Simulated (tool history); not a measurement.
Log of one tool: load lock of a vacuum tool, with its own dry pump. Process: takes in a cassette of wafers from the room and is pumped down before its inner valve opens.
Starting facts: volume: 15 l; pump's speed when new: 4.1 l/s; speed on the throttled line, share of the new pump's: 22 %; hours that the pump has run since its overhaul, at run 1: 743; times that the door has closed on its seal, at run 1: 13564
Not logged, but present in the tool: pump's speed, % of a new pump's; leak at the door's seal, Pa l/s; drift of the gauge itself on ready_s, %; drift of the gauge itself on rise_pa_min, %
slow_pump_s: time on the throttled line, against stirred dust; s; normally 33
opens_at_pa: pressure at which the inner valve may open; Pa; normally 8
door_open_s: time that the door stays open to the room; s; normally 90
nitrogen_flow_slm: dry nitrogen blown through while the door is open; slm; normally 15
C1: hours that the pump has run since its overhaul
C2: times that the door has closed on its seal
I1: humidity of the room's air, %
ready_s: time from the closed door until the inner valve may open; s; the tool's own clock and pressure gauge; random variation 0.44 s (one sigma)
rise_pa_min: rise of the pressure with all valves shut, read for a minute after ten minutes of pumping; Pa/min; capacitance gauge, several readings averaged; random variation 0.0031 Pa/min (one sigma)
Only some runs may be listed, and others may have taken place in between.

run 1 hour=0.0 | slow_pump_s=33 opens_at_pa=8 door_open_s=90 nitrogen_flow_slm=15 | C1=743 C2=13564 | I1=44.1 | ready_s=61.1 rise_pa_min=0.186
run 2 hour=168.6 | slow_pump_s=33 opens_at_pa=8 door_open_s=90 nitrogen_flow_slm=15 | C1=912 C2=14002 | I1=47.3 | ready_s=61.3 rise_pa_min=0.196
run 3 hour=392.0 | slow_pump_s=33 opens_at_pa=8 door_open_s=90 nitrogen_flow_slm=15 | C1=1135 C2=14583 | I1=47.2 | ready_s=60.7 rise_pa_min=0.202
run 4 hour=507.1 | slow_pump_s=33 opens_at_pa=8 door_open_s=198 nitrogen_flow_slm=15 | C1=1250 C2=14882 | I1=45.0 | ready_s=60.9 rise_pa_min=0.247
run 5 hour=734.2 | slow_pump_s=33 opens_at_pa=8 door_open_s=198 nitrogen_flow_slm=15 | C1=1478 C2=15472 | I1=42.8 | ready_s=60.6 rise_pa_min=0.246
run 6 hour=934.6 | slow_pump_s=33 opens_at_pa=8 door_open_s=198 nitrogen_flow_slm=15 | C1=1678 C2=15993 | I1=44.1 | ready_s=62.0 rise_pa_min=0.256
run 7 hour=1115.2 | slow_pump_s=33 opens_at_pa=8 door_open_s=198 nitrogen_flow_slm=15 | C1=1859 C2=16463 | I1=47.7 | ready_s=61.7 rise_pa_min=0.272
run 8 hour=1350.9 | slow_pump_s=33 opens_at_pa=8 door_open_s=44 nitrogen_flow_slm=15 | C1=2094 C2=17075 | I1=44.2 | ready_s=61.0 rise_pa_min=0.198
run 9 hour=1556.1 | slow_pump_s=33 opens_at_pa=8 door_open_s=76 nitrogen_flow_slm=15 | C1=2299 C2=17609 | I1=45.4 | ready_s=61.2 rise_pa_min=0.241
run 10 hour=1699.8 | slow_pump_s=33 opens_at_pa=8 door_open_s=76 nitrogen_flow_slm=15 | C1=2443 C2=17982 | I1=45.0 | ready_s=61.1 rise_pa_min=0.242
run 11 hour=1922.4 | slow_pump_s=33 opens_at_pa=8 door_open_s=76 nitrogen_flow_slm=15 | C1=2666 C2=18561 | I1=43.4 | ready_s=61.7 rise_pa_min=0.242
run 12 hour=2029.4 | slow_pump_s=33 opens_at_pa=8 door_open_s=68 nitrogen_flow_slm=15 | C1=2773 C2=18839 | I1=46.7 | ready_s=60.8 rise_pa_min=0.256
run 13 hour=2140.8 | slow_pump_s=33 opens_at_pa=8 door_open_s=68 nitrogen_flow_slm=15 | C1=2884 C2=19128 | I1=44.8 | ready_s=61.2 rise_pa_min=0.257
run 14 hour=2268.6 | slow_pump_s=33 opens_at_pa=8 door_open_s=68 nitrogen_flow_slm=15 | C1=3012 C2=19461 | I1=44.2 | ready_s=61.0 rise_pa_min=0.256
run 15 hour=2375.3 | slow_pump_s=33 opens_at_pa=8 door_open_s=90 nitrogen_flow_slm=15 | C1=3119 C2=19738 | I1=48.3 | ready_s=61.2 rise_pa_min=0.288
run 16 hour=2520.8 | slow_pump_s=33 opens_at_pa=12 door_open_s=90 nitrogen_flow_slm=15 | C1=3264 C2=20116 | I1=46.4 | ready_s=59.6 rise_pa_min=0.288
run 17 hour=2638.0 | slow_pump_s=33 opens_at_pa=8 door_open_s=90 nitrogen_flow_slm=15 | C1=3381 C2=20421 | I1=43.1 | ready_s=61.1 rise_pa_min=0.277
run 18 hour=2802.5 | slow_pump_s=33 opens_at_pa=8 door_open_s=90 nitrogen_flow_slm=15 | C1=3546 C2=20848 | I1=48.7 | ready_s=61.1 rise_pa_min=0.301
-- hour=2887.2 door's seal changed, seat wiped
run 19 hour=2934.1 | slow_pump_s=23 opens_at_pa=8 door_open_s=90 nitrogen_flow_slm=15 | C1=3676 C2=122 | I1=49.1 | ready_s=54.1 rise_pa_min=0.088
run 20 hour=3087.7 | slow_pump_s=25 opens_at_pa=11 door_open_s=114 nitrogen_flow_slm=6 | C1=3830 C2=521 | I1=44.4 | ready_s=53.7 rise_pa_min=0.121
run 21 hour=3241.2 | slow_pump_s=42 opens_at_pa=15 door_open_s=156 nitrogen_flow_slm=15 | C1=3983 C2=920 | I1=44.0 | ready_s=65.5 rise_pa_min=0.103
run 22 hour=3435.5 | slow_pump_s=47 opens_at_pa=12 door_open_s=72 nitrogen_flow_slm=15 | C1=4177 C2=1425 | I1=43.2 | ready_s=71.5 rise_pa_min=0.067
run 23 hour=3642.8 | slow_pump_s=60 opens_at_pa=8 door_open_s=111 nitrogen_flow_slm=15 | C1=4385 C2=1964 | I1=44.8 | ready_s=82.9 rise_pa_min=0.096
run 24 hour=3807.1 | slow_pump_s=60 opens_at_pa=8 door_open_s=111 nitrogen_flow_slm=15 | C1=4549 C2=2391 | I1=43.0 | ready_s=82.2 rise_pa_min=0.092
run 25 hour=4023.5 | slow_pump_s=60 opens_at_pa=8 door_open_s=111 nitrogen_flow_slm=15 | C1=4765 C2=2953 | I1=46.5 | ready_s=82.5 rise_pa_min=0.109
run 26 hour=4213.9 | slow_pump_s=60 opens_at_pa=7 door_open_s=111 nitrogen_flow_slm=15 | C1=4956 C2=3449 | I1=48.7 | ready_s=83.0 rise_pa_min=0.109
run 27 hour=4409.7 | slow_pump_s=60 opens_at_pa=7 door_open_s=111 nitrogen_flow_slm=15 | C1=5152 C2=3958 | I1=44.1 | ready_s=82.4 rise_pa_min=0.107
run 28 hour=4634.0 | slow_pump_s=22 opens_at_pa=8 door_open_s=90 nitrogen_flow_slm=15 | C1=5376 C2=4541 | I1=42.7 | ready_s=53.2 rise_pa_min=0.096
run 29 hour=4869.1 | slow_pump_s=34 opens_at_pa=8 door_open_s=90 nitrogen_flow_slm=19 | C1=5611 C2=5152 | I1=41.6 | ready_s=62.3 rise_pa_min=0.093
run 30 hour=5050.8 | slow_pump_s=53 opens_at_pa=11 door_open_s=64 nitrogen_flow_slm=18 | C1=5793 C2=5624 | I1=45.5 | ready_s=74.5 rise_pa_min=0.090
run 31 hour=5262.0 | slow_pump_s=53 opens_at_pa=11 door_open_s=64 nitrogen_flow_slm=18 | C1=6004 C2=6173 | I1=43.3 | ready_s=75.4 rise_pa_min=0.092
run 32 hour=5462.6 | slow_pump_s=65 opens_at_pa=11 door_open_s=181 nitrogen_flow_slm=18 | C1=6204 C2=6694 | I1=41.7 | ready_s=84.7 rise_pa_min=0.135
run 33 hour=5644.8 | slow_pump_s=33 opens_at_pa=8 door_open_s=90 nitrogen_flow_slm=7 | C1=6387 C2=7168 | I1=42.5 | ready_s=62.5 rise_pa_min=0.139
run 34 hour=5876.2 | slow_pump_s=33 opens_at_pa=8 door_open_s=205 nitrogen_flow_slm=15 | C1=6618 C2=7769 | I1=44.4 | ready_s=61.6 rise_pa_min=0.163
run 35 hour=5994.9 | slow_pump_s=33 opens_at_pa=8 door_open_s=144 nitrogen_flow_slm=15 | C1=6737 C2=8078 | I1=44.2 | ready_s=62.2 rise_pa_min=0.140
run 36 hour=6132.5 | slow_pump_s=33 opens_at_pa=8 door_open_s=144 nitrogen_flow_slm=15 | C1=6874 C2=8435 | I1=45.0 | ready_s=62.3 rise_pa_min=0.153
run 37 hour=6291.7 | slow_pump_s=33 opens_at_pa=14 door_open_s=144 nitrogen_flow_slm=15 | C1=7034 C2=8849 | I1=48.3 | ready_s=59.3 rise_pa_min=0.152
run 38 hour=6510.1 | slow_pump_s=33 opens_at_pa=14 door_open_s=144 nitrogen_flow_slm=15 | C1=7252 C2=9417 | I1=44.6 | ready_s=60.0 rise_pa_min=0.156

Table of differences, measured result less the result of that run with no hidden state. Run-to-run variation is the same in both. Gauge scatter possibly is not:
run=1 ready_s=+0.2 rise_pa_min=+0.109
run=2 ready_s=+0.3 rise_pa_min=+0.112
run=3 ready_s=+0.4 rise_pa_min=+0.121
run=4 ready_s=+0.4 rise_pa_min=+0.127
run=5 ready_s=+0.4 rise_pa_min=+0.133
run=6 ready_s=+0.4 rise_pa_min=+0.140
run=7 ready_s=+0.5 rise_pa_min=+0.146
run=8 ready_s=+0.4 rise_pa_min=+0.151
run=9 ready_s=+0.5 rise_pa_min=+0.163
run=10 ready_s=+0.5 rise_pa_min=+0.167
run=11 ready_s=+0.6 rise_pa_min=+0.177
run=12 ready_s=+0.6 rise_pa_min=+0.184
run=13 ready_s=+0.6 rise_pa_min=+0.185
run=14 ready_s=+0.6 rise_pa_min=+0.189
run=15 ready_s=+0.7 rise_pa_min=+0.200
run=16 ready_s=+0.6 rise_pa_min=+0.206
run=17 ready_s=+0.7 rise_pa_min=+0.203
run=18 ready_s=+0.7 rise_pa_min=+0.214
run=19 ready_s=+0.7 rise_pa_min=+0.000
run=20 ready_s=+0.7 rise_pa_min=+0.001
run=21 ready_s=+0.6 rise_pa_min=+0.002
run=22 ready_s=+0.7 rise_pa_min=+0.005
run=23 ready_s=+0.7 rise_pa_min=+0.007
run=24 ready_s=+0.6 rise_pa_min=+0.008
run=25 ready_s=+0.7 rise_pa_min=+0.011
run=26 ready_s=+0.7 rise_pa_min=+0.013
run=27 ready_s=+0.7 rise_pa_min=+0.016
run=28 ready_s=+1.1 rise_pa_min=+0.019
run=29 ready_s=+1.0 rise_pa_min=+0.023
run=30 ready_s=+0.8 rise_pa_min=+0.027
run=31 ready_s=+0.8 rise_pa_min=+0.031
run=32 ready_s=+0.7 rise_pa_min=+0.035
run=33 ready_s=+1.2 rise_pa_min=+0.037
run=34 ready_s=+1.2 rise_pa_min=+0.042
run=35 ready_s=+1.2 rise_pa_min=+0.044
run=36 ready_s=+1.1 rise_pa_min=+0.047
run=37 ready_s=+1.2 rise_pa_min=+0.050
run=38 ready_s=+1.1 rise_pa_min=+0.056

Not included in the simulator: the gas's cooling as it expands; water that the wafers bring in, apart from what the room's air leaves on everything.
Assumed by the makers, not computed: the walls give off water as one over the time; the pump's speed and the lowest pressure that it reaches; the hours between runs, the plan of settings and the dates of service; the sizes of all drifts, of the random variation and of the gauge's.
